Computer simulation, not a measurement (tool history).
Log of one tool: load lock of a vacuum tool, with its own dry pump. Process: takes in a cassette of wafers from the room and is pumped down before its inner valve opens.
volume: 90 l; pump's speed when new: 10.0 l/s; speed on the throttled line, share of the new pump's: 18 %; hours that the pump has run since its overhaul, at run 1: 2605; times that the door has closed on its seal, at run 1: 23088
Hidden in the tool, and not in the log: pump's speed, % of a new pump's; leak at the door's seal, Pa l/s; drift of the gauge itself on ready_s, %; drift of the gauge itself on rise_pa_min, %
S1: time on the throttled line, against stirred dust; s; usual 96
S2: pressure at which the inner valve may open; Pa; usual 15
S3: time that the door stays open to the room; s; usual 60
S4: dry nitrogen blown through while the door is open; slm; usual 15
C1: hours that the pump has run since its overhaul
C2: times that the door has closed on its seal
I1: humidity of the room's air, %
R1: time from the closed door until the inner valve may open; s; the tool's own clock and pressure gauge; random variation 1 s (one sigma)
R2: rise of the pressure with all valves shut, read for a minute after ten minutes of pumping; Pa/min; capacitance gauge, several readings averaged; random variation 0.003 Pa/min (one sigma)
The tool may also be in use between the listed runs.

| run | day | S1 | S2 | S3 | S4 | C1 | C2 | I1 | R1 | R2 |
|---|---|---|---|---|---|---|---|---|---|---|
| 1 | 0.000 | 96 | 15 | 60 | 15 | 2605 | 23088 | 45.9 | 158.9 | 0.080 |
| 2 | 18.967 | 96 | 15 | 60 | 15 | 3060 | 24677 | 44.1 | 161.1 | 0.090 |
| 3 | 45.617 | 96 | 15 | 60 | 15 | 3700 | 26908 | 46.8 | 161.8 | 0.097 |
| 4 | 67.233 | 96 | 15 | 60 | 15 | 4218 | 28718 | 43.6 | 163.6 | 0.100 |
| 5 | 79.100 | 96 | 15 | 60 | 15 | 4503 | 29712 | 44.6 | 162.9 | 0.101 |
| 6 | 107.275 | 96 | 15 | 60 | 15 | 5179 | 32071 | 44.3 | 162.6 | 0.115 |
| 7 | 132.621 | 96 | 15 | 60 | 15 | 5788 | 34193 | 45.8 | 162.7 | 0.123 |
| 8 | 147.983 | 85 | 15 | 60 | 15 | 6156 | 35479 | 45.0 | 156.7 | 0.127 |
| 9 | 167.575 | 96 | 15 | 107 | 15 | 6627 | 37120 | 43.1 | 165.3 | 0.145 |
| 10 | 193.538 | 96 | 15 | 107 | 15 | 7250 | 39294 | 42.8 | 166.6 | 0.159 |
| 11 | 205.962 | 68 | 15 | 60 | 15 | 7548 | 40334 | 46.2 | 143.4 | 0.149 |
| 12 | 218.704 | 68 | 15 | 60 | 15 | 7854 | 41401 | 48.4 | 143.9 | 0.162 |
| 13 | 237.108 | 68 | 15 | 60 | 15 | 8295 | 42942 | 46.5 | 145.5 | 0.178 |
| 14 | 263.396 | 68 | 15 | 60 | 15 | 8926 | 45143 | 47.2 | 147.1 | 0.183 |
|  | 272.271 | dry pump taken out, an overhauled one fitted |
| 15 | 276.400 | 96 | 15 | 60 | 15 | 99 | 46211 | 45.6 | 160.5 | 0.181 |
|  | 290.042 | door's seal changed, seat wiped |
| 16 | 300.671 | 96 | 15 | 60 | 15 | 680 | 890 | 44.6 | 160.2 | 0.029 |
| 17 | 325.208 | 96 | 15 | 60 | 15 | 1269 | 2945 | 48.0 | 160.3 | 0.029 |
| 18 | 349.071 | 96 | 11 | 60 | 15 | 1842 | 4943 | 44.6 | 162.7 | 0.033 |
| 19 | 372.529 | 96 | 14 | 60 | 19 | 2405 | 6907 | 45.5 | 162.5 | 0.034 |
| 20 | 386.988 | 96 | 14 | 60 | 19 | 2752 | 8118 | 45.9 | 161.6 | 0.036 |
| 21 | 400.354 | 96 | 14 | 60 | 19 | 3073 | 9237 | 43.4 | 163.8 | 0.037 |
| 22 | 415.138 | 56 | 12 | 184 | 7 | 3427 | 10475 | 43.5 | 133.1 | 0.094 |
| 23 | 435.088 | 97 | 13 | 184 | 7 | 3906 | 12145 | 42.8 | 166.5 | 0.096 |
| 24 | 449.496 | 113 | 15 | 90 | 15 | 4252 | 13352 | 44.8 | 180.0 | 0.054 |
| 25 | 472.771 | 113 | 15 | 26 | 15 | 4811 | 15301 | 48.2 | 178.6 | 0.043 |
| 26 | 493.292 | 113 | 30 | 68 | 5 | 5303 | 17019 | 45.6 | 171.8 | 0.073 |
| 27 | 515.554 | 113 | 30 | 68 | 5 | 5837 | 18883 | 42.7 | 170.4 | 0.074 |
| 28 | 542.417 | 96 | 10 | 98 | 21 | 6482 | 21132 | 44.9 | 170.1 | 0.079 |
| 29 | 569.508 | 96 | 25 | 216 | 15 | 7132 | 23400 | 41.4 | 162.7 | 0.105 |
| 30 | 594.867 | 131 | 15 | 119 | 9 | 7741 | 25524 | 44.8 | 193.2 | 0.106 |
| 31 | 620.646 | 131 | 15 | 119 | 9 | 8360 | 27682 | 49.0 | 196.2 | 0.132 |
| 32 | 642.838 | 116 | 15 | 119 | 15 | 8892 | 29541 | 46.7 | 184.7 | 0.122 |
|  | 652.958 | dry pump taken out, an overhauled one fitted |
| 33 | 667.679 | 116 | 15 | 119 | 15 | 353 | 31600 | 44.2 | 174.7 | 0.125 |
| 34 | 689.754 | 96 | 15 | 60 | 42 | 883 | 33448 | 46.2 | 158.9 | 0.104 |
| 35 | 715.050 | 48 | 12 | 32 | 31 | 1490 | 35566 | 43.3 | 124.6 | 0.113 |
| 36 | 742.962 | 48 | 12 | 32 | 31 | 2160 | 37903 | 45.6 | 125.1 | 0.125 |

3 ways to go on from here, each from the tool as it stands after run 36. What would each give?
| A | 758.579 | 48 | 12 | 47 | 31 | 2535 | 39211 | 45.9 | ? | ? |
| B | 758.579 | 48 | 11 | 196 | 18 | 2535 | 39211 | 45.7 | ? | ? |
| C | 758.579 | 118 | 26 | 32 | 5 | 2535 | 39211 | 44.8 | ? | ? |

| run | R1 | R2 |
|---|---|---|
| A | 125.3 | 0.134 |
| B | 125.3 | 0.180 |
| C | 175.2 | 0.149 |
Without the tool's hidden state the same runs would have given:
| run | R1 | R2 |
|---|---|---|
| A | 121.2 | 0.014 |
| B | 121.3 | 0.058 |
| C | 172.2 | 0.028 |
